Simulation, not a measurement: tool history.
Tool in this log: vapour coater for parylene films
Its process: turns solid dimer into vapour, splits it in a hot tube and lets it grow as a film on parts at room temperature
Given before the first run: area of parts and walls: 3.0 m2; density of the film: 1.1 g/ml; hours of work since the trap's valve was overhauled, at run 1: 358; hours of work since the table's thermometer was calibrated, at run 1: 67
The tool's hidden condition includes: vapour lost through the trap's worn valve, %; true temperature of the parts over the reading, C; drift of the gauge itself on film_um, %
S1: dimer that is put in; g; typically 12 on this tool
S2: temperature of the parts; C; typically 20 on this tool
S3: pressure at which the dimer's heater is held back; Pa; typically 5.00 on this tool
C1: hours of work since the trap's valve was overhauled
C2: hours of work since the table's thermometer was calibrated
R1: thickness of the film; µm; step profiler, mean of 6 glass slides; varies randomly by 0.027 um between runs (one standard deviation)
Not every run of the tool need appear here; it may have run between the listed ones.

| run | hour | S1 | S2 | S3 | C1 | C2 | R1 |
|---|---|---|---|---|---|---|---|
| 1 | 0.0 | 12 | 20 | 5.00 | 358 | 67 | 1.97 |
| 2 | 10.4 | 12 | 20 | 5.00 | 367 | 76 | 2.01 |
| 3 | 18.3 | 12 | 20 | 5.00 | 374 | 82 | 2.01 |
| 4 | 28.3 | 12 | 20 | 5.00 | 382 | 91 | 1.97 |
| 5 | 40.5 | 12 | 15 | 5.00 | 393 | 101 | 2.35 |
| 6 | 54.9 | 12 | 15 | 5.00 | 405 | 114 | 2.29 |
| 7 | 62.1 | 12 | 15 | 5.00 | 411 | 120 | 2.30 |
| 8 | 74.4 | 12 | 30 | 5.00 | 422 | 130 | 1.37 |
| 9 | 83.1 | 12 | 16 | 5.00 | 429 | 138 | 2.27 |
|  | 90.9 | trap's valve overhauled |
| 10 | 94.2 | 12 | 16 | 5.00 | 3 | 144 | 2.56 |
| 11 | 100.9 | 12 | 20 | 5.00 | 9 | 149 | 2.24 |
| 12 | 116.6 | 12 | 20 | 5.00 | 22 | 163 | 2.23 |
| 13 | 127.8 | 12 | 20 | 5.00 | 31 | 172 | 2.22 |
| 14 | 137.1 | 12 | 20 | 5.00 | 39 | 180 | 2.25 |
| 15 | 146.2 | 12 | 20 | 5.00 | 47 | 188 | 2.21 |
| 16 | 156.0 | 12 | 20 | 2.47 | 55 | 196 | 2.55 |
| 17 | 169.6 | 12 | 12 | 2.47 | 67 | 208 | 3.42 |
| 18 | 180.3 | 12 | 20 | 7.11 | 76 | 217 | 2.06 |
| 19 | 187.5 | 12 | 20 | 5.00 | 82 | 223 | 2.25 |
| 20 | 201.1 | 12 | 20 | 5.00 | 94 | 235 | 2.17 |
| 21 | 216.3 | 12 | 20 | 5.00 | 107 | 247 | 2.20 |
| 22 | 232.5 | 12 | 20 | 5.00 | 121 | 261 | 2.14 |
| 23 | 247.4 | 12 | 20 | 5.00 | 133 | 274 | 2.16 |
| 24 | 257.6 | 8 | 15 | 6.51 | 142 | 283 | 1.61 |
| 25 | 272.1 | 12 | 28 | 3.24 | 154 | 295 | 1.77 |
| 26 | 282.5 | 12 | 16 | 5.00 | 163 | 304 | 2.53 |
| 27 | 298.4 | 12 | 17 | 9.84 | 177 | 317 | 2.05 |
| 28 | 312.3 | 17 | 17 | 3.56 | 188 | 329 | 3.69 |
| 29 | 324.3 | 12 | 20 | 5.00 | 199 | 339 | 2.13 |
| 30 | 332.6 | 7 | 25 | 10.23 | 206 | 346 | 0.89 |
| 31 | 341.4 | 5 | 25 | 4.80 | 213 | 354 | 0.75 |
| 32 | 351.4 | 5 | 25 | 4.80 | 222 | 362 | 0.77 |
| 33 | 366.7 | 12 | 20 | 8.06 | 235 | 376 | 1.88 |
| 34 | 375.9 | 12 | 20 | 8.06 | 243 | 383 | 1.89 |
| 35 | 385.2 | 12 | 20 | 8.06 | 251 | 391 | 1.90 |
| 36 | 401.4 | 11 | 29 | 11.04 | 264 | 405 | 1.13 |
| 37 | 409.7 | 11 | 29 | 2.77 | 271 | 412 | 1.56 |
| 38 | 425.6 | 11 | 29 | 2.77 | 285 | 426 | 1.59 |
| 39 | 433.9 | 9 | 16 | 2.14 | 292 | 433 | 2.16 |
| 40 | 447.9 | 20 | 15 | 5.00 | 304 | 445 | 4.01 |
| 41 | 454.7 | 8 | 20 | 3.14 | 310 | 450 | 1.49 |
| 42 | 462.2 | 8 | 25 | 3.14 | 316 | 457 | 1.28 |
| 43 | 473.6 | 12 | 17 | 3.97 | 326 | 466 | 2.46 |
| 44 | 481.1 | 12 | 17 | 3.97 | 332 | 473 | 2.39 |
| 45 | 492.1 | 10 | 24 | 9.56 | 341 | 482 | 1.29 |

Describe how what the log doesn't record of the tool's condition differs between the last listed run preceding each entry between runs and the first listed run following it.
Runs 9 to 10: trap's valve overhauled (hour 90.9)
  vapour lost through the trap's worn valve, %: 13.5 -> 0.2; true temperature of the parts over the reading, C: -0.02 -> -0.03
  difference, measured minus the result without the unlogged condition, R1: -0.35 -> +0.00 µm
